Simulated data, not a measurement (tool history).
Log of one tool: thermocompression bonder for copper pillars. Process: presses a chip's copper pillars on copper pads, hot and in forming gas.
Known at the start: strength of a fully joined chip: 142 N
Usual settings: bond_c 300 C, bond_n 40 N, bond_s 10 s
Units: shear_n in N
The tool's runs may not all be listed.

run	hour	bond_c	bond_n	bond_s	shear_n
1	0.0	300	40	10	90.4
2	16.9	300	40	10	89.1
3	32.6	322	40	10	106.7
4	54.8	322	40	10	104.1
5	64.8	300	40	10	90.0
6	78.0	325	40	10	106.2
7	96.9	325	40	10	106.5
8	108.7	325	40	10	106.3
9	121.2	300	40	10	89.9
10	143.2	300	40	10	90.1
11	160.9	325	40	10	103.5
12	181.2	325	40	10	105.9
13	203.2	314	32	10	82.9
14	215.2	314	32	10	83.0
15	234.6	300	40	6	75.5
16	248.7	286	25	10	46.8
17	267.8	300	40	22	106.6
18	279.8	295	59	9	109.5
19	298.7	295	59	10	110.5
20	308.1	300	29	10	64.6
21	324.6	300	46	18	109.0
22	346.9	300	37	12	86.4
23	360.5	297	27	10	58.0
24	372.1	297	27	10	58.4

5 ways to go on from here, each from the tool as it stands after run 24. What would each give?
A	388.9	300	36	10	?
B	388.9	302	27	23	?
C	388.9	297	32	23	?
D	388.9	323	40	10	?
E	388.9	300	44	17	?

run	shear_n
A	79.0
B	79.7
C	89.6
D	100.7
E	105.5
Without the tool's hidden state the same runs would have given:
run	shear_n
A	84.2
B	84.9
C	95.7
D	108.1
E	113.1
